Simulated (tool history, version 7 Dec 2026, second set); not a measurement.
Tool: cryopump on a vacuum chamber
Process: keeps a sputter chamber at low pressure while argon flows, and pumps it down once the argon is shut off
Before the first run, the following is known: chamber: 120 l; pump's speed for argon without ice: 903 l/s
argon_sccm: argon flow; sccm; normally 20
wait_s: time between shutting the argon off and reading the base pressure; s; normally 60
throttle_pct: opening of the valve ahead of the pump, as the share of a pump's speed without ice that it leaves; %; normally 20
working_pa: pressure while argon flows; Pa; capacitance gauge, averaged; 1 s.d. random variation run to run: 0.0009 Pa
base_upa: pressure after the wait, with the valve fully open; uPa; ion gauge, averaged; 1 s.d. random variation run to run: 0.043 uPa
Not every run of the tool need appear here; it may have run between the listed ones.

Run 1, hour 0: usual settings. Result: working_pa 0.1905 Pa, base_upa 3.57 uPa.
Run 2, hour 48.6: usual settings. Result: working_pa 0.192 Pa, base_upa 3.59 uPa.
Run 3, hour 104.3: usual settings. Result: working_pa 0.1897 Pa, base_upa 3.59 uPa.
Run 4, hour 183.8: usual settings but argon_sccm 37 sccm. Result: working_pa 0.3553 Pa, base_upa 3.68 uPa.
Run 5, hour 235.9: usual settings but argon_sccm 37 sccm. Result: working_pa 0.352 Pa, base_upa 3.69 uPa.
Run 6, hour 292.2: usual settings but argon_sccm 37 sccm. Result: working_pa 0.3556 Pa, base_upa 3.73 uPa.
Run 7, hour 338.9: usual settings but argon_sccm 37 sccm. Result: working_pa 0.3541 Pa, base_upa 3.7 uPa.
Run 8, hour 379.9: usual settings. Result: working_pa 0.1916 Pa, base_upa 3.81 uPa.
Run 9, hour 428.2: usual settings. Result: working_pa 0.1927 Pa, base_upa 3.71 uPa.
Run 10, hour 489.8: usual settings. Result: working_pa 0.193 Pa, base_upa 3.74 uPa.
Run 11, hour 555.3: usual settings. Result: working_pa 0.1935 Pa, base_upa 3.76 uPa.
Run 12, hour 608.3: usual settings. Result: working_pa 0.1935 Pa, base_upa 3.9 uPa.
Run 13, hour 685.9: usual settings but throttle_pct 48 %. Result: working_pa 0.0847 Pa, base_upa 3.84 uPa.
Run 14, hour 742.5: usual settings but throttle_pct 48 %. Result: working_pa 0.0834 Pa, base_upa 3.91 uPa.
Run 15, hour 805.3: usual settings but throttle_pct 48 %. Result: working_pa 0.0851 Pa, base_upa 3.95 uPa.
Run 16, hour 871.9: usual settings but wait_s 39 s, throttle_pct 48 %. Result: working_pa 0.0853 Pa, base_upa 5.18 uPa.
Run 17, hour 953.2: usual settings but wait_s 39 s, throttle_pct 48 %. Result: working_pa 0.0848 Pa, base_upa 5.32 uPa.
Run 18, hour 987.9: usual settings but argon_sccm 12 sccm, wait_s 50 s. Result: working_pa 0.1179 Pa, base_upa 4.39 uPa.

What will run 19 give?
Run 19, hour 1036.3: usual settings but argon_sccm 12 sccm, wait_s 50 s. Result: working_pa ?, base_upa ?.

Run 19 gave working_pa 0.1182 Pa, base_upa 4.43 uPa.
Had the tool carried no hidden state, the very same run would have given working_pa 0.1132 Pa, base_upa 2.92 uPa.
